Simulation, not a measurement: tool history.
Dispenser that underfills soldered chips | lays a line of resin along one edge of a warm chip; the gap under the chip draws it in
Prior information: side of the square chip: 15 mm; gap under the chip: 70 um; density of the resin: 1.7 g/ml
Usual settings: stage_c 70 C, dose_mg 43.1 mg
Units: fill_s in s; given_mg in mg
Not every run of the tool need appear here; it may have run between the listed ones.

run 1 hour=0 | stage_c=70 dose_mg=43.1 | fill_s=62.3 given_mg=40.75
run 2 hour=3.2 | stage_c=70 dose_mg=43.1 | fill_s=66.1 given_mg=40.52
run 3 hour=6 | stage_c=70 dose_mg=43.1 | fill_s=70.7 given_mg=40.4
-- hour=9.3 new syringe of resin
run 4 hour=10.8 | stage_c=70 dose_mg=43.1 | fill_s=60.9 given_mg=40.45
run 5 hour=14.9 | stage_c=70 dose_mg=43.1 | fill_s=64.9 given_mg=40.34
run 6 hour=19.2 | stage_c=70 dose_mg=43.1 | fill_s=72.6 given_mg=40.38
-- hour=21.4 new syringe of resin
run 7 hour=23.1 | stage_c=70 dose_mg=43.1 | fill_s=60.9 given_mg=40.05
run 8 hour=25.9 | stage_c=70 dose_mg=43.1 | fill_s=64.1 given_mg=40.16
run 9 hour=28.8 | stage_c=70 dose_mg=43.1 | fill_s=68.3 given_mg=39.74
run 10 hour=32.9 | stage_c=68 dose_mg=43.1 | fill_s=81.3 given_mg=39.98
-- hour=33.6 new syringe of resin
run 11 hour=35.7 | stage_c=68 dose_mg=43.1 | fill_s=66.3 given_mg=39.79
run 12 hour=38.3 | stage_c=61 dose_mg=43.1 | fill_s=92.6 given_mg=40
run 13 hour=40.1 | stage_c=63 dose_mg=43.1 | fill_s=89.4 given_mg=39.88
run 14 hour=43.2 | stage_c=63 dose_mg=43.1 | fill_s=95.4 given_mg=39.69
-- hour=45.9 new syringe of resin
run 15 hour=47.8 | stage_c=70 dose_mg=43.1 | fill_s=61.7 given_mg=39.86
run 16 hour=50.4 | stage_c=70 dose_mg=43.1 | fill_s=65.9 given_mg=39.58
run 17 hour=54.4 | stage_c=70 dose_mg=43.1 | fill_s=70.8 given_mg=39.51
-- hour=58 new syringe of resin
run 18 hour=58.7 | stage_c=70 dose_mg=50 | fill_s=59.7 given_mg=45.49
run 19 hour=60.9 | stage_c=70 dose_mg=50 | fill_s=64.3 given_mg=45.44

Run 20 has not been measured yet. What should we expect?
run 20 hour=64.6 | stage_c=70 dose_mg=50 | fill_s=? given_mg=?

{"run 20": {"fill_s": 69.6, "given_mg": 45.22}}
On a tool with no hidden condition, and with the same random variation, this run would have come out at fill_s 58.2 s, given_mg 49.71 mg.

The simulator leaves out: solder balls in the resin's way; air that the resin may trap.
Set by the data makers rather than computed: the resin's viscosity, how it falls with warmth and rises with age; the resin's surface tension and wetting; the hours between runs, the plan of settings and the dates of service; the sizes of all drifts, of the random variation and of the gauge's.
